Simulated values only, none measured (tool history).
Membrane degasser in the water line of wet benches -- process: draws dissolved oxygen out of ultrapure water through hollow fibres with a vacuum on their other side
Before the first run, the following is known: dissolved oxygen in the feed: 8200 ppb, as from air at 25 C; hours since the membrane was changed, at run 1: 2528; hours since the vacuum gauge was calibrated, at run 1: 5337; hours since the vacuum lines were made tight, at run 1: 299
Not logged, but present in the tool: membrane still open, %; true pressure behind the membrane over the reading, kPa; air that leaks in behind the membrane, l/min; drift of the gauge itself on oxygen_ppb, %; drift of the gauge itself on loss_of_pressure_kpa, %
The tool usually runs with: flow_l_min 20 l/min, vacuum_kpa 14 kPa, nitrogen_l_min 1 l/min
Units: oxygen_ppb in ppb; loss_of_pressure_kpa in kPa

run,hour,flow_l_min,vacuum_kpa,nitrogen_l_min,hours since the membrane was changed,hours since the vacuum gauge was calibrated,hours since the vacuum lines were made tight,oxygen_ppb,loss_of_pressure_kpa
1,0,20,14,1,2528,5337,299,594.3,61.95
2,55.3,20,14,1,2583,5392,354,587.4,62.2
3,101.5,15,14,1,2629,5438,401,412.8,46.12
4,143.2,15,14,1,2671,5480,442,415.7,46.38
5,209.5,15,14,1,2737,5546,509,415,46.56
6,273.6,15,14,1,2801,5610,573,410.5,46.27
7,328.5,15,14,1,2856,5665,628,411.7,46.3
8,387.9,15,14,1,2916,5724,687,422.3,46.79
9,460.8,15,14,1,2989,5797,760,416.8,46.45
10,497.5,20,13.7,1,3025,5834,797,583.4,62.12
11,534.9,20,13.7,1,3063,5871,834,583.9,62.31
12,623.6,20,13.7,0.68,3151,5960,923,746.9,62.42
13,684.7,20,13.7,0.68,3212,6021,984,740.4,61.99
14,745.5,14,9,1.45,3273,6082,1045,179.9,43.46
15,794.9,14,9,1.45,3323,6132,1094,177.5,43.82
16,875.7,15,9,1.44,3403,6212,1175,200.8,46.85
17,928.2,29,28.7,0.75,3456,6265,1227,1919,90.39
18,1006.6,18,11.6,1.59,3534,6343,1306,319.1,56.35
19,1062.3,20,28.4,0.45,3590,6399,1361,1933.5,62.57
20,1120.1,20,14,2.34,3648,6457,1419,352.8,62.85
21,1202.3,20,14,2.34,3730,6539,1501,355.4,62.32
22,1281.5,25,31.4,1.28,3809,6618,1581,1301.5,78.89
23,1329.7,25,9,1.12,3857,6666,1629,550.6,78.39
24,1376.9,25,17.9,2.01,3905,6714,1676,663,79.36
25,1427.3,14,17.9,2.12,3955,6764,1726,274.8,43.8
26,1489.5,14,14,1.71,4017,6826,1789,250.8,43.61

Branching from run 26: 5 alternative next runs. What would each branch give?
A,1534,15,10.6,2.32,4062,6871,1833,?,?
B,1534,17,11.1,0.86,4062,6871,1833,?,?
C,1534,14,22.8,1.36,4062,6871,1833,?,?
D,1534,15,17.2,0.45,4062,6871,1833,?,?
E,1534,24,14,1.71,4062,6871,1833,?,?

run,oxygen_ppb,loss_of_pressure_kpa
A,176.6,47.43
B,427.9,53.53
C,493.4,44.34
D,955.1,47.1
E,571.1,75.42
With the hidden condition removed and each run's random variation left untouched, the same runs would have given:
run,oxygen_ppb,loss_of_pressure_kpa
A,159.3,45.29
B,398.1,51.11
C,475.8,42.36
D,924.8,44.97
E,526.2,72.02
